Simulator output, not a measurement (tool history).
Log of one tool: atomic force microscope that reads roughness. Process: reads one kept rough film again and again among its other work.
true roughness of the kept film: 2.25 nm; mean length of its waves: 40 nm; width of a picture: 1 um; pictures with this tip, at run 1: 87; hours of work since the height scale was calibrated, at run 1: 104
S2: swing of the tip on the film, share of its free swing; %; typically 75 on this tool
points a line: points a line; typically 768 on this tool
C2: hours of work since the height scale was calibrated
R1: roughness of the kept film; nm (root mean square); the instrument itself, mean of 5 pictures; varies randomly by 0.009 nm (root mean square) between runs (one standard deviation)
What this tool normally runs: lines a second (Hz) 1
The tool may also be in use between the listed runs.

Run 1, hour 0: usual settings; pictures with this tip 87; C2 104. Result: R1 2.025 nm (root mean square).
Run 2, hour 48.5: usual settings; pictures with this tip 122; C2 126. Result: R1 2.026 nm (root mean square).
Run 3, hour 95.7: usual settings; pictures with this tip 156; C2 147. Result: R1 2.013 nm (root mean square).
Run 4, hour 142.9: usual settings; pictures with this tip 189; C2 168. Result: R1 2.018 nm (root mean square).
Run 5, hour 212.3: usual settings; pictures with this tip 239; C2 199. Result: R1 2.024 nm (root mean square).
Run 6, hour 248.9: usual settings but lines a second (Hz) 3.98; pictures with this tip 265; C2 216. Result: R1 1.763 nm (root mean square).
Run 7, hour 290.3: usual settings but lines a second (Hz) 0.57; pictures with this tip 295; C2 234. Result: R1 2.066 nm (root mean square).
At hour 323.3: new tip fitted.
Run 8, hour 349.5: usual settings but lines a second (Hz) 0.57; pictures with this tip 19; C2 261. Result: R1 2.07 nm (root mean square).
Run 9, hour 405.5: usual settings but lines a second (Hz) 0.57; pictures with this tip 59; C2 286. Result: R1 2.069 nm (root mean square).
Run 10, hour 443.3: usual settings but lines a second (Hz) 0.57, points a line 283; pictures with this tip 86; C2 303. Result: R1 2.049 nm (root mean square).
Run 11, hour 516.1: usual settings but S2 68 %; pictures with this tip 138; C2 336. Result: R1 2.063 nm (root mean square).
Run 12, hour 582.7: usual settings; pictures with this tip 185; C2 365. Result: R1 2.013 nm (root mean square).
Run 13, hour 627.2: usual settings; pictures with this tip 217; C2 385. Result: R1 2.018 nm (root mean square).
Run 14, hour 663.6: usual settings; pictures with this tip 243; C2 402. Result: R1 2.011 nm (root mean square).
Run 15, hour 732.6: usual settings but lines a second (Hz) 0.7; pictures with this tip 292; C2 433. Result: R1 2.042 nm (root mean square).
At hour 769: new tip fitted.
Run 16, hour 770: usual settings but lines a second (Hz) 1.3; pictures with this tip 1; C2 449. Result: R1 1.992 nm (root mean square).
Run 17, hour 820.4: usual settings but lines a second (Hz) 1.81, points a line 338; pictures with this tip 37; C2 472. Result: R1 1.957 nm (root mean square).
Run 18, hour 855.4: usual settings but lines a second (Hz) 3.42, S2 85 %, points a line 413; pictures with this tip 62; C2 488. Result: R1 1.656 nm (root mean square).
Run 19, hour 909.5: usual settings but lines a second (Hz) 0.65, S2 86 %, points a line 413; pictures with this tip 100; C2 512. Result: R1 2.02 nm (root mean square).
Run 20, hour 951.1: usual settings but lines a second (Hz) 0.51, S2 64 %, points a line 807; pictures with this tip 130; C2 531. Result: R1 2.101 nm (root mean square).
Run 21, hour 1018.4: usual settings but lines a second (Hz) 3.95, S2 74 %, points a line 294; pictures with this tip 178; C2 561. Result: R1 1.774 nm (root mean square).
Run 22, hour 1092.6: usual settings but lines a second (Hz) 1.66, S2 89 %, points a line 593; pictures with this tip 231; C2 594. Result: R1 1.819 nm (root mean square).
Run 23, hour 1148.1: usual settings but lines a second (Hz) 0.72, points a line 824; pictures with this tip 271; C2 619. Result: R1 2.045 nm (root mean square).
Run 24, hour 1210.9: usual settings but lines a second (Hz) 0.72, points a line 423; pictures with this tip 316; C2 647. Result: R1 2.053 nm (root mean square).
At hour 1215.1: new tip fitted.
Run 25, hour 1270: usual settings but lines a second (Hz) 0.72, points a line 423; pictures with this tip 40; C2 674. Result: R1 2.043 nm (root mean square).
Run 26, hour 1324.2: usual settings but lines a second (Hz) 2.09, S2 60 %; pictures with this tip 78; C2 698. Result: R1 2.049 nm (root mean square).
Run 27, hour 1364.2: usual settings but lines a second (Hz) 0.67, S2 81 %; pictures with this tip 107; C2 716. Result: R1 2.035 nm (root mean square).
Run 28, hour 1410.9: usual settings but lines a second (Hz) 0.67, S2 81 %; pictures with this tip 140; C2 737. Result: R1 2.018 nm (root mean square).

For each entry between runs, how does the tool's hidden state at the last listed run before it compare with that at the first listed run after it?
In the gap between runs 7 and 8: new tip fitted (hour 323.3)
  radius of the tip, nm: 10.6 -> 10
In the gap between runs 15 and 16: new tip fitted (hour 769)
  radius of the tip, nm: 10.5 -> 10
In the gap between runs 24 and 25: new tip fitted (hour 1215.1)
  radius of the tip, nm: 10.6 -> 10.1
